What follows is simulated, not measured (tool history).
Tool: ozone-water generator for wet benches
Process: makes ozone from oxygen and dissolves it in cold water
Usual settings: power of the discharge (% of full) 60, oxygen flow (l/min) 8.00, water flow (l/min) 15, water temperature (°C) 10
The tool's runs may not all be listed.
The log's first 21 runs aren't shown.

| run | day | power of the discharge (% of full) | oxygen flow (l/min) | water flow (l/min) | water temperature (°C) | dissolved ozone (ppm) | ozone in the gas ahead of the water (g/m3) |
|---|---|---|---|---|---|---|---|
| 22 | 109.642 | 45 | 13.33 | 22 | 10 | 22.5 | 119.1 |
|  | 114.792 | contactor cleaned |
| 23 | 114.833 | 68 | 5.71 | 15 | 12 | 36.1 | 222.5 |
|  | 116.500 | water thermometer calibrated |
| 24 | 121.267 | 68 | 5.71 | 15 | 12 | 35.5 | 224.3 |
| 25 | 127.446 | 75 | 12.55 | 12 | 12 | 45.1 | 185.3 |
| 26 | 134.679 | 98 | 8.00 | 13 | 9 | 57.9 | 267.9 |
| 27 | 137.883 | 98 | 8.00 | 13 | 6 | 61.0 | 270.1 |
| 28 | 142.921 | 70 | 7.51 | 18 | 9 | 35.5 | 207.5 |
| 29 | 149.000 | 70 | 5.28 | 18 | 7 | 34.0 | 234.4 |
| 30 | 152.712 | 43 | 4.16 | 14 | 6 | 26.1 | 172.2 |
| 31 | 158.650 | 43 | 4.16 | 14 | 6 | 26.7 | 173.5 |
| 32 | 161.912 | 43 | 8.23 | 15 | 6 | 28.5 | 135.2 |

Forecast each of these 5 alternatives for the next run:
| A | 165.575 | 63 | 8.23 | 11 | 6 | ? | ? |
| B | 165.575 | 48 | 8.00 | 15 | 10 | ? | ? |
| C | 165.575 | 76 | 8.23 | 15 | 6 | ? | ? |
| D | 165.575 | 43 | 8.41 | 15 | 6 | ? | ? |
| E | 165.575 | 60 | 8.92 | 15 | 15 | ? | ? |

| run | dissolved ozone (ppm) | ozone in the gas ahead of the water (g/m3) |
|---|---|---|
| A | 47.0 | 184.4 |
| B | 28.9 | 147.2 |
| C | 45.6 | 215.2 |
| D | 28.4 | 133.6 |
| E | 32.0 | 172.7 |
Without the tool's hidden state the same runs would have given:
| run | dissolved ozone (ppm) | ozone in the gas ahead of the water (g/m3) |
|---|---|---|
| A | 47.1 | 184.7 |
| B | 29.0 | 147.4 |
| C | 45.7 | 215.7 |
| D | 28.5 | 133.8 |
| E | 32.0 | 173.0 |
